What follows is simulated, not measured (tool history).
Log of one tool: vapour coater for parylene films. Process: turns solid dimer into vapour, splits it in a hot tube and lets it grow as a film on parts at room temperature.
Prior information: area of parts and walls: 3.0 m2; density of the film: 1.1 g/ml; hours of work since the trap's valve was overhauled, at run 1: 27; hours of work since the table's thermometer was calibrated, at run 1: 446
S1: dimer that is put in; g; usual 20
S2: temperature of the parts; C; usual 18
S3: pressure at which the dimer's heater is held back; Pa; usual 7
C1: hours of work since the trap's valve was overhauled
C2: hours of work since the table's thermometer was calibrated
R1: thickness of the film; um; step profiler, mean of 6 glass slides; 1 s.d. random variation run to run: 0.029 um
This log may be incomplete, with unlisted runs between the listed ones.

run,hour,S1,S2,S3,C1,C2,R1
1,0,20,18,7,27,446,3.37
2,11.8,20,18,7,34,453,3.45
3,31.4,20,18,9.66,45,464,3.14
4,46.8,20,18,9.66,54,473,3.15
5,59.8,20,18,9.66,62,481,3.19
6,73.1,20,18,9.66,69,489,3.15
7,82.6,20,17,7,75,494,3.48
8,102.4,20,13,7,87,506,3.85
9,113.1,20,12,7,93,512,3.88
10,126,21,18,7,100,520,3.54
11,147.7,21,18,7,113,532,3.59
12,168.1,21,18,7,125,544,3.56
13,179.9,21,18,7,132,551,3.6
14,198.9,9,18,7,143,562,1.51
15,209,20,18,5.87,149,568,3.55
16,218.8,20,18,2.64,155,574,4.27
17,240.3,20,18,7,167,586,3.43
18,255.3,20,23,7,176,595,3
19,265.8,20,18,7,182,601,3.34
20,283.4,20,18,7,193,612,3.41
21,303.1,20,18,7,204,623,3.44
22,324,20,18,7,216,635,3.39
23,336.9,20,18,7,224,643,3.39
24,355.6,20,20,3.54,235,654,3.82
25,368.6,10,20,2.88,242,661,2.01
26,389.8,10,14,2.88,255,674,2.29
# hour 402.8: trap's valve overhauled
27,414.4,10,14,2.88,7,686,2.3
28,426.2,10,11,3.63,14,693,2.33
29,435,10,11,3.63,19,698,2.31
30,446.2,24,16,3.63,25,704,4.99
31,455.8,23,16,2.35,31,710,5.3
32,467.9,23,18,6.76,38,717,3.93
33,483.2,16,28,7,47,726,2.18
34,494.5,16,28,7,54,733,2.17
35,507.9,8,23,2.58,62,741,1.52
36,522.7,8,23,2.58,70,749,1.53
37,531.7,8,23,2.58,75,754,1.56
38,542.9,24,18,3.84,82,761,4.66
39,562.5,11,19,7,93,772,1.86
40,580.5,11,19,7,104,783,1.86
41,594.7,20,28,7,112,791,2.72
42,611.5,20,28,7,122,801,2.75
43,631.7,20,21,7,134,813,3.15
44,642.7,11,16,5.26,140,819,2.11
45,657,32,17,5.26,149,828,5.96
46,667.2,32,17,5.26,155,834,5.99

Here are 3 independent what-if runs from the current tool condition. What would each one return?
A,686.6,12,17,5.26,166,845,?
B,686.6,9,22,7,166,845,?
C,686.6,20,18,2.88,166,845,?

run,R1
A,2.22
B,1.41
C,4.22
Without the tool's unlogged condition, the same runs would have read:
run,R1
A,2.23
B,1.42
C,4.24
